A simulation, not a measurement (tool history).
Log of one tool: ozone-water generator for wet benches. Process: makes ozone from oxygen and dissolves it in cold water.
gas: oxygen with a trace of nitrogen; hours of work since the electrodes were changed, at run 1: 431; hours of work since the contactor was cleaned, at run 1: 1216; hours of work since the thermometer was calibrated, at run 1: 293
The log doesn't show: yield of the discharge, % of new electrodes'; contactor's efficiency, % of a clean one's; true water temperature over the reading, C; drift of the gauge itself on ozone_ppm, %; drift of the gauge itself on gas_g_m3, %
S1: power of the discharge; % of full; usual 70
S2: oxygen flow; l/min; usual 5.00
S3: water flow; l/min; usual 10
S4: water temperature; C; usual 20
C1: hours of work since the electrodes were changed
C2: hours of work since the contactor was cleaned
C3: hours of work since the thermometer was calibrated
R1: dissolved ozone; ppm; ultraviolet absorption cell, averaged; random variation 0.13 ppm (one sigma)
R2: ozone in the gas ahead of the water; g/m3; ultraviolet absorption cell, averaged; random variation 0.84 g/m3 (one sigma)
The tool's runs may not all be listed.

| run | hour | S1 | S2 | S3 | S4 | C1 | C2 | C3 | R1 | R2 |
|---|---|---|---|---|---|---|---|---|---|---|
| 1 | 0.0 | 70 | 5.00 | 10 | 20 | 431 | 1216 | 293 | 22.7 | 159.4 |
| 2 | 101.3 | 70 | 5.00 | 10 | 20 | 525 | 1311 | 387 | 22.6 | 159.5 |
| 3 | 191.6 | 70 | 5.00 | 10 | 20 | 610 | 1396 | 472 | 22.7 | 160.8 |
| 4 | 272.7 | 70 | 5.00 | 10 | 20 | 685 | 1471 | 548 | 22.5 | 161.6 |
| 5 | 353.5 | 70 | 5.00 | 10 | 20 | 761 | 1547 | 623 | 22.5 | 161.5 |
| 6 | 505.6 | 70 | 5.00 | 10 | 20 | 903 | 1689 | 765 | 22.6 | 160.1 |
| 7 | 589.6 | 70 | 5.00 | 10 | 20 | 982 | 1767 | 844 | 22.9 | 161.3 |
| 8 | 675.0 | 70 | 5.00 | 10 | 20 | 1061 | 1847 | 923 | 22.8 | 161.1 |
| 9 | 797.2 | 70 | 5.00 | 10 | 20 | 1176 | 1961 | 1038 | 22.8 | 161.1 |
| 10 | 887.6 | 70 | 5.00 | 10 | 20 | 1260 | 2046 | 1122 | 22.7 | 162.1 |
| 11 | 1006.3 | 70 | 4.73 | 9 | 19 | 1371 | 2157 | 1233 | 24.7 | 164.5 |
| 12 | 1073.6 | 70 | 4.73 | 9 | 19 | 1434 | 2220 | 1296 | 24.6 | 163.5 |
| 13 | 1151.6 | 42 | 4.85 | 10 | 20 | 1507 | 2293 | 1369 | 14.6 | 103.8 |
|  | 1203.6 | contactor cleaned |
| 14 | 1295.2 | 42 | 4.85 | 10 | 20 | 1637 | 86 | 1499 | 14.5 | 103.0 |
| 15 | 1418.9 | 42 | 4.85 | 12 | 12 | 1753 | 201 | 1615 | 15.0 | 103.7 |
| 16 | 1560.7 | 70 | 8.76 | 10 | 20 | 1885 | 334 | 1747 | 22.6 | 132.9 |
| 17 | 1669.5 | 70 | 8.76 | 10 | 20 | 1987 | 435 | 1849 | 22.6 | 132.9 |
| 18 | 1762.2 | 70 | 5.00 | 10 | 15 | 2074 | 522 | 1936 | 25.3 | 160.6 |
| 19 | 1898.2 | 70 | 4.82 | 12 | 15 | 2201 | 649 | 2063 | 22.2 | 162.0 |

5 ways to go on from here, each from the tool as it stands after run 19. What would each give?
| A | 1975.4 | 70 | 6.48 | 10 | 20 | 2273 | 721 | 2135 | ? | ? |
| B | 1975.4 | 70 | 6.50 | 12 | 15 | 2273 | 721 | 2135 | ? | ? |
| C | 1975.4 | 70 | 5.00 | 10 | 15 | 2273 | 721 | 2135 | ? | ? |
| D | 1975.4 | 86 | 7.86 | 14 | 15 | 2273 | 721 | 2135 | ? | ? |
| E | 1975.4 | 66 | 4.82 | 10 | 13 | 2273 | 721 | 2135 | ? | ? |

| run | R1 | R2 |
|---|---|---|
| A | 23.0 | 147.3 |
| B | 23.1 | 148.0 |
| C | 25.6 | 161.5 |
| D | 25.5 | 166.1 |
| E | 24.8 | 154.6 |
Without the tool's hidden state the same runs would have given:
| run | R1 | R2 |
|---|---|---|
| A | 22.5 | 147.5 |
| B | 22.6 | 148.2 |
| C | 25.0 | 161.7 |
| D | 24.9 | 166.3 |
| E | 24.2 | 154.8 |

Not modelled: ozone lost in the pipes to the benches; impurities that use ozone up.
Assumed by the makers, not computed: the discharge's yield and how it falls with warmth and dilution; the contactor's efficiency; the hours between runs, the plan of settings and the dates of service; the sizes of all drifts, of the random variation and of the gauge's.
